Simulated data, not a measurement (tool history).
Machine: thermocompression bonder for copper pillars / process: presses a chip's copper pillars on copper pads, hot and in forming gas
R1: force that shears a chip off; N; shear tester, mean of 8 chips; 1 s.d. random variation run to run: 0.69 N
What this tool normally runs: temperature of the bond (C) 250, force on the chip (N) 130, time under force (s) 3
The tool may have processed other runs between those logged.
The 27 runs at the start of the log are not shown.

run 28 day=8.829 | temperature_of_the_bond_(C)=250 force_on_the_chip_(N)=80 time_under_force_(s)=3 | R1=30.2
run 29 day=9.025 | temperature_of_the_bond_(C)=258 force_on_the_chip_(N)=135 time_under_force_(s)=3 | R1=49.9
run 30 day=9.425 | temperature_of_the_bond_(C)=258 force_on_the_chip_(N)=135 time_under_force_(s)=8 | R1=68.5
run 31 day=9.862 | temperature_of_the_bond_(C)=278 force_on_the_chip_(N)=135 time_under_force_(s)=5 | R1=69.1
run 32 day=10.079 | temperature_of_the_bond_(C)=266 force_on_the_chip_(N)=87 time_under_force_(s)=2 | R1=31.7
run 33 day=10.371 | temperature_of_the_bond_(C)=250 force_on_the_chip_(N)=112 time_under_force_(s)=3 | R1=40.2
run 34 day=10.762 | temperature_of_the_bond_(C)=250 force_on_the_chip_(N)=137 time_under_force_(s)=3 | R1=46.7
run 35 day=11.212 | temperature_of_the_bond_(C)=250 force_on_the_chip_(N)=137 time_under_force_(s)=3 | R1=46.6
run 36 day=11.417 | temperature_of_the_bond_(C)=270 force_on_the_chip_(N)=145 time_under_force_(s)=7 | R1=73.1
run 37 day=11.771 | temperature_of_the_bond_(C)=270 force_on_the_chip_(N)=145 time_under_force_(s)=7 | R1=72.8
run 38 day=12.025 | temperature_of_the_bond_(C)=270 force_on_the_chip_(N)=145 time_under_force_(s)=7 | R1=75.3
-- day=12.179 forming gas filter changed
run 39 day=12.321 | temperature_of_the_bond_(C)=270 force_on_the_chip_(N)=145 time_under_force_(s)=7 | R1=78.7
run 40 day=12.683 | temperature_of_the_bond_(C)=232 force_on_the_chip_(N)=140 time_under_force_(s)=2 | R1=34.1

3 ways to go on from here, each from the tool as it stands after run 40. What would each give?
run A day=12.958 | temperature_of_the_bond_(C)=250 force_on_the_chip_(N)=95 time_under_force_(s)=2 | R1=?
run B day=12.958 | temperature_of_the_bond_(C)=250 force_on_the_chip_(N)=174 time_under_force_(s)=2 | R1=?
run C day=12.958 | temperature_of_the_bond_(C)=229 force_on_the_chip_(N)=140 time_under_force_(s)=2 | R1=?

run=A R1=30.6
run=B R1=50.3
run=C R1=33.9
With no hidden state in the tool, these same runs would have given:
run=A R1=30.8
run=B R1=50.5
run=C R1=34.1

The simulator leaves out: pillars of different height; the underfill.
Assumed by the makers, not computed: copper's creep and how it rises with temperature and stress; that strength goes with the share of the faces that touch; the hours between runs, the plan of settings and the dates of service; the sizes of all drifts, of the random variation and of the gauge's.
